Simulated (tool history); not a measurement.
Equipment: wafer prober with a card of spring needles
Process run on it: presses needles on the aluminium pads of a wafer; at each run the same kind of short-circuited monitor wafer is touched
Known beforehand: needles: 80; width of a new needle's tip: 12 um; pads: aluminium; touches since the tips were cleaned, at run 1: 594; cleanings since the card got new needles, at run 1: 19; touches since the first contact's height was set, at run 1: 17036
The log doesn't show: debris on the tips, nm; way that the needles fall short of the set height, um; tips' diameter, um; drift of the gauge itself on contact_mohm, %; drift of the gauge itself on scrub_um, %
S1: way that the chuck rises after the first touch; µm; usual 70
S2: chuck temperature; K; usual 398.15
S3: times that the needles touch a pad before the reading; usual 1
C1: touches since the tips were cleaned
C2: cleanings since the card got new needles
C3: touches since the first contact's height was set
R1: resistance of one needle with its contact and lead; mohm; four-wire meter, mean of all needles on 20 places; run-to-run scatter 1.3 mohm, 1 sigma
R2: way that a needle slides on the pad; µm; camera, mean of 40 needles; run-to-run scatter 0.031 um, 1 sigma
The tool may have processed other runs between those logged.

Run 1, day 0: usual settings; C1 594; C2 19; C3 17036. Result: R1 115 mohm, R2 19.25 µm.
Run 2, day 1.262: usual settings; C1 5771; C2 19; C3 22213. Result: R1 129 mohm, R2 19.25 µm.
At day 1.775: tips cleaned on abrasive film.
Run 3, day 2.696: usual settings; C1 3776; C2 20; C3 28076. Result: R1 128 mohm, R2 19.21 µm.
At day 3.7: tips cleaned on abrasive film.
Run 4, day 4.025: usual settings but S1 63 µm; C1 1346; C2 21; C3 33509. Result: R1 121 mohm, R2 17.26 µm.
At day 5.621: tips cleaned on abrasive film.
Run 5, day 5.65: usual settings but S1 63 µm; C1 119; C2 22; C3 40145. Result: R1 112 mohm, R2 17.31 µm.
Run 6, day 7.25: usual settings but S1 63 µm; C1 6671; C2 22; C3 46697. Result: R1 132 mohm, R2 17.23 µm.
At day 7.433: tips cleaned on abrasive film.
Run 7, day 8.354: usual settings but S1 63 µm; C1 3784; C2 23; C3 51220. Result: R1 129 mohm, R2 17.23 µm.
At day 9.346: tips cleaned on abrasive film.
Run 8, day 10.004: usual settings but S1 63 µm; C1 2693; C2 24; C3 57961. Result: R1 127 mohm, R2 17.2 µm.
At day 11.146: tips cleaned on abrasive film.
Run 9, day 11.65: usual settings; C1 2069; C2 25; C3 64692. Result: R1 123 mohm, R2 19.15 µm.
At day 13.004: tips cleaned on abrasive film.
Run 10, day 13.571: usual settings; C1 2321; C2 26; C3 72538. Result: R1 121 mohm, R2 19.1 µm.
At day 13.988: height of the first contact set anew.
At day 14.946: tips cleaned on abrasive film.
Run 11, day 15.358: usual settings; C1 1700; C2 27; C3 5609. Result: R1 122 mohm, R2 19 µm.
At day 16.862: tips cleaned on abrasive film.
Run 12, day 17.708: usual settings; C1 3466; C2 28; C3 15215. Result: R1 124 mohm, R2 18.92 µm.
At day 18.696: tips cleaned on abrasive film.
Run 13, day 19.083: usual settings; C1 1582; C2 29; C3 20838. Result: R1 121 mohm, R2 18.91 µm.
At day 20.512: tips cleaned on abrasive film.
Run 14, day 20.879: usual settings; C1 1515; C2 30; C3 28191. Result: R1 122 mohm, R2 18.9 µm.
Run 15, day 22.271: usual settings; C1 7214; C2 30; C3 33890. Result: R1 126 mohm, R2 18.89 µm.
At day 22.404: tips cleaned on abrasive film.
Run 16, day 23.812: usual settings; C1 5775; C2 31; C3 40195. Result: R1 129 mohm, R2 18.85 µm.
At day 24.321: tips cleaned on abrasive film.
Run 17, day 25.054: usual settings; C1 2998; C2 32; C3 45258. Result: R1 124 mohm, R2 18.87 µm.
At day 26.133: tips cleaned on abrasive film.
Run 18, day 26.996: usual settings but S2 365.15 K, S3 2; C1 3539; C2 33; C3 53207. Result: R1 115 mohm, R2 18.77 µm.
At day 27.921: tips cleaned on abrasive film.
At day 28.317: height of the first contact set anew, once more.
Run 19, day 29.179: usual settings but S2 327.15 K, S3 2; C1 5103; C2 34; C3 3545. Result: R1 112 mohm, R2 19.29 µm.
At day 29.754: tips cleaned on abrasive film.
Run 20, day 31.017: usual settings but S1 68 µm, S2 326.15 K; C1 5186; C2 35; C3 11059. Result: R1 120 mohm, R2 18.77 µm.

The next listed run, before its measurement:
At day 31.558: tips cleaned on abrasive film.
Run 21, day 32.617: usual settings but S1 84 µm, S2 315.15 K, S3 2; C1 4338; C2 36; C3 17600. Result: R1 ?, R2 ?.

For run 21 the tool returned R1 109 mohm, R2 23.16 µm.
With the hidden condition absent and the run-to-run variation left alone, this run would have shown R1 100 mohm, R2 23.22 µm.
